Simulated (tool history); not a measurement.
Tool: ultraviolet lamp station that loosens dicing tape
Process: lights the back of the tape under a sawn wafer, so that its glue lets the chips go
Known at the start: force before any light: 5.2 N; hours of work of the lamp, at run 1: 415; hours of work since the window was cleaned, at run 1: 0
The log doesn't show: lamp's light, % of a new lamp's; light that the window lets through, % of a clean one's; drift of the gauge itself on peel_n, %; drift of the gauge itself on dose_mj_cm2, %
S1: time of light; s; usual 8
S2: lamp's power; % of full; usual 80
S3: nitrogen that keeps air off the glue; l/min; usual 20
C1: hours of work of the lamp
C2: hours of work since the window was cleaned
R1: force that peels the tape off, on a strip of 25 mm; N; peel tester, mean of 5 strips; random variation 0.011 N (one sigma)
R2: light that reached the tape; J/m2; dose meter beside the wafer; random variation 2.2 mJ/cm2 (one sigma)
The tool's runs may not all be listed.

run,hour,S1,S2,S3,C1,C2,R1,R2
1,0.0,8,80,20,415,0,0.525,1870
2,45.2,8,80,20,436,22,0.556,1850
3,121.3,8,80,20,473,58,0.579,1800
4,157.7,8,80,20,490,75,0.578,1770
5,193.6,8,80,20,507,92,0.603,1810
6,249.4,8,80,20,534,119,0.586,1780
7,302.6,8,80,20,559,144,0.641,1790
8,351.3,8,80,20,583,168,0.622,1750
9,424.3,8,80,20,617,203,0.667,1730
10,500.0,8,80,20,654,239,0.677,1680
# hour 504.0: window cleaned of glue's vapour
11,547.3,11,80,20,676,21,0.448,2160
12,586.3,11,80,20,694,39,0.428,2120
# hour 635.4: window cleaned of glue's vapour, once more
13,635.4,11,80,20,718,0,0.350,2450
14,672.0,13,80,20,735,17,0.271,2850
15,709.0,13,80,20,753,35,0.275,2820
16,741.7,8,80,8,768,51,0.976,1720
17,772.8,11,83,8,783,66,0.556,2440
18,841.6,9,80,20,816,98,0.544,1930
19,901.4,9,80,20,845,127,0.532,1870
20,955.6,12,81,20,871,153,0.330,2520
21,1019.5,5,78,23,901,183,1.380,1010
22,1092.3,5,95,23,936,218,1.130,1180
23,1153.5,8,80,24,965,247,0.694,1530
24,1229.1,9,80,9,1001,283,0.907,1760
25,1298.9,9,80,9,1034,317,0.935,1720
26,1330.6,9,80,9,1050,332,0.926,1680
27,1368.2,9,80,9,1068,350,0.967,1660
28,1402.7,4,68,16,1084,366,2.405,630
29,1448.7,8,71,20,1106,388,1.013,1310
30,1516.0,12,100,20,1138,420,0.299,2690
# hour 1563.6: window cleaned of glue's vapour
31,1592.2,12,88,19,1174,14,0.286,2700

Some steps in R1 between neighbouring runs. How much of each would the tool show without its hidden state too (settings, what came in, random variation), and how much is left for the hidden state, with any gauge scatter that isn't in both results?
Run 20 -> 21: S1 12 -> 5, S2 81 -> 78, S3 20 -> 23. R1 +1.050 N: hidden state +0.261, all else +0.789.
Run 27 -> 28: S1 9 -> 4, S2 80 -> 68, S3 9 -> 16. R1 +1.438 N: hidden state +0.194, all else +1.244.
Run 28 -> 29: S1 4 -> 8, S2 68 -> 71, S3 16 -> 20. R1 -1.392 N: hidden state -0.162, all else -1.230.
Run 29 -> 30: S1 8 -> 12, S2 71 -> 100. R1 -0.714 N: hidden state -0.319, all else -0.395.
